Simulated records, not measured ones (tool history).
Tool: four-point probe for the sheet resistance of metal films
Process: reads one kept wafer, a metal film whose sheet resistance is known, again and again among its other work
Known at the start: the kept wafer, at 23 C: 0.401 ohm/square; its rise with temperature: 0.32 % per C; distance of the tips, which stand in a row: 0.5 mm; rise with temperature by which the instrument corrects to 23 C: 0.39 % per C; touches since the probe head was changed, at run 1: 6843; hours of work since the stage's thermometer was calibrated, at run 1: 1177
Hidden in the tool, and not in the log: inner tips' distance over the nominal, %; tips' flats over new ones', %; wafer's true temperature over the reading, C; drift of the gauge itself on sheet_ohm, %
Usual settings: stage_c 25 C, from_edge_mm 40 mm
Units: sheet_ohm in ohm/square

run,day,stage_c,from_edge_mm,touches since the probe head was changed,hours of work since the stage's thermometer was calibrated,sheet_ohm
1,0.000,25,40,6843,1177,0.402583
2,3.462,25,13,9371,1240,0.402961
# day 4.200: stage's thermometer calibrated
3,6.583,25,13,11632,43,0.403626
4,10.108,32,13,14205,107,0.401189
5,12.454,32,13,15917,149,0.401141
6,16.796,25,17,19083,228,0.403101
7,21.438,30,17,22470,312,0.401455
8,23.779,30,17,24180,354,0.401251
9,27.608,27,40,26973,423,0.402055
10,32.042,27,40,30209,503,0.402012
11,35.075,27,40,32422,558,0.401866
12,37.421,27,7,34133,601,0.402836
13,41.483,27,7,37098,674,0.402642
14,44.583,27,7,39360,730,0.402722
15,46.617,25,17,40845,767,0.402460
16,50.238,25,17,43487,833,0.402389
17,53.371,25,7,45773,889,0.403213
18,56.596,25,7,48125,948,0.402993
19,60.892,25,4,51261,1025,0.405259
20,64.225,25,40,53692,1086,0.401806
21,68.404,25,40,56742,1161,0.401667
22,71.038,25,40,58665,1209,0.401611
# day 73.512: stage's thermometer calibrated
23,73.779,25,40,60648,5,0.402151
24,78.417,25,40,64034,89,0.401960
25,83.033,25,40,67401,172,0.401953
26,87.021,25,40,70313,244,0.401732
27,90.392,35,12,72773,305,0.399044
28,92.483,35,12,74297,343,0.399138
29,94.817,26,13,76002,385,0.401594
30,98.450,33,13,78651,451,0.399531
31,101.192,23,40,80652,501,0.402094
32,103.988,23,40,82693,551,0.402011
33,107.379,21,13,85168,612,0.402794
34,110.908,22,75,87742,676,0.402114
35,115.504,27,4,91095,759,0.403785
36,117.650,27,26,92661,798,0.400615
37,121.458,30,8,95442,867,0.400322
38,125.021,30,8,98039,932,0.400223
39,128.788,33,45,100789,1000,0.398445
40,130.800,33,45,102256,1036,0.398408
41,135.150,32,14,105432,1115,0.398850
42,138.629,19,68,107971,1178,0.402399
43,142.112,19,68,110514,1241,0.402402
# day 142.796: stage's thermometer calibrated
44,145.521,25,3,112985,49,0.406952

3 ways to go on from here, each from the tool as it stands after run 44. What would each give?
A,148.671,25,8,115284,106,?
B,148.671,31,7,115284,106,?
C,148.671,25,27,115284,106,?

run,sheet_ohm
A,0.401911
B,0.400148
C,0.401026
Without the tool's hidden state the same runs would have given:
run,sheet_ohm
A,0.401363
B,0.399600
C,0.400479
